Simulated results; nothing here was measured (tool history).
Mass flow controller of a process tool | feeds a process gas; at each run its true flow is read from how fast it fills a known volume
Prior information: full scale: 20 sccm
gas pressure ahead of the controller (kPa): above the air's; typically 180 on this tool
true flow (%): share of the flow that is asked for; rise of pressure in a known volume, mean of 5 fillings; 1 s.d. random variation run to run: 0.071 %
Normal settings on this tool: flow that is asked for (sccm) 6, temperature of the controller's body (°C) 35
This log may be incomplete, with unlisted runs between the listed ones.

| run | hour | flow that is asked for (sccm) | gas pressure ahead of the controller (kPa) | temperature of the controller's body (°C) | true flow (%) |
|---|---|---|---|---|---|
| 1 | 0.0 | 6 | 180 | 35 | 100.29 |
| 2 | 167.7 | 6 | 180 | 35 | 100.27 |
| 3 | 360.5 | 6 | 180 | 35 | 100.37 |
| 4 | 570.4 | 6 | 180 | 35 | 100.17 |
| 5 | 735.3 | 6 | 180 | 26 | 99.26 |
| 6 | 946.8 | 6 | 180 | 26 | 99.17 |
| 7 | 1053.2 | 6 | 180 | 26 | 99.22 |
| 8 | 1210.4 | 6 | 180 | 26 | 99.10 |
| 9 | 1353.4 | 6 | 180 | 26 | 99.25 |
| 10 | 1605.6 | 6 | 180 | 35 | 100.00 |
| 11 | 1756.4 | 6 | 180 | 35 | 100.05 |
| 12 | 1984.3 | 10 | 180 | 35 | 100.33 |
| 13 | 2183.6 | 10 | 180 | 35 | 100.24 |
| 14 | 2306.0 | 10 | 180 | 35 | 100.32 |
| 15 | 2488.7 | 6 | 180 | 35 | 99.93 |
| 16 | 2681.7 | 6 | 180 | 35 | 99.81 |
| 17 | 2830.1 | 6 | 180 | 35 | 99.74 |
| 18 | 3062.8 | 4 | 180 | 35 | 99.68 |
| 19 | 3196.0 | 4 | 180 | 35 | 99.71 |
| 20 | 3345.3 | 2 | 180 | 35 | 99.47 |
| 21 | 3591.3 | 2 | 180 | 35 | 99.42 |
| 22 | 3739.1 | 6 | 180 | 35 | 99.71 |
| 23 | 3888.1 | 6 | 180 | 35 | 99.66 |
| 24 | 4037.3 | 6 | 235 | 35 | 99.29 |
| 25 | 4248.3 | 12 | 235 | 21 | 98.04 |
| 26 | 4388.4 | 12 | 235 | 21 | 98.00 |
| 27 | 4595.8 | 6 | 256 | 22 | 97.56 |
| 28 | 4771.8 | 6 | 256 | 22 | 97.53 |
| 29 | 4983.8 | 6 | 253 | 32 | 98.59 |
| 30 | 5210.7 | 20 | 173 | 32 | 100.03 |
| 31 | 5398.8 | 6 | 173 | 36 | 99.57 |
| 32 | 5605.8 | 6 | 153 | 36 | 99.55 |
| 33 | 5806.4 | 12 | 253 | 35 | 99.12 |
| 34 | 5972.6 | 2 | 180 | 40 | 99.53 |
| 35 | 6076.4 | 14 | 167 | 40 | 100.51 |
| 36 | 6330.1 | 9 | 245 | 35 | 98.93 |
| 37 | 6489.7 | 2 | 254 | 35 | 98.37 |
| 38 | 6720.0 | 19 | 163 | 23 | 98.87 |
| 39 | 6946.3 | 6 | 153 | 26 | 98.49 |
| 40 | 7129.9 | 5 | 221 | 21 | 97.26 |
| 41 | 7377.1 | 10 | 141 | 35 | 100.83 |
| 42 | 7560.3 | 7 | 140 | 31 | 100.28 |
| 43 | 7810.8 | 16 | 173 | 34 | 100.87 |
| 44 | 8043.8 | 5 | 151 | 27 | 99.45 |
| 45 | 8233.8 | 6 | 259 | 40 | 99.96 |
| 46 | 8394.7 | 6 | 259 | 40 | 100.15 |
| 47 | 8570.5 | 19 | 171 | 36 | 101.15 |
| 48 | 8798.1 | 6 | 216 | 27 | 98.94 |

Missing from the log above: 1 entry noted between runs. For each, name the pair of listed runs it sits between and say how the tool's hidden condition differs from the listed run just before to the listed run just after:
Run 40 -> run 41: gauge calibrated (hour 7293.3)
  drift of the gauge itself on true_pct, %: -1.23 -> -0.01
  measured less the result without the state, true flow (%): -1.23 -> -0.03

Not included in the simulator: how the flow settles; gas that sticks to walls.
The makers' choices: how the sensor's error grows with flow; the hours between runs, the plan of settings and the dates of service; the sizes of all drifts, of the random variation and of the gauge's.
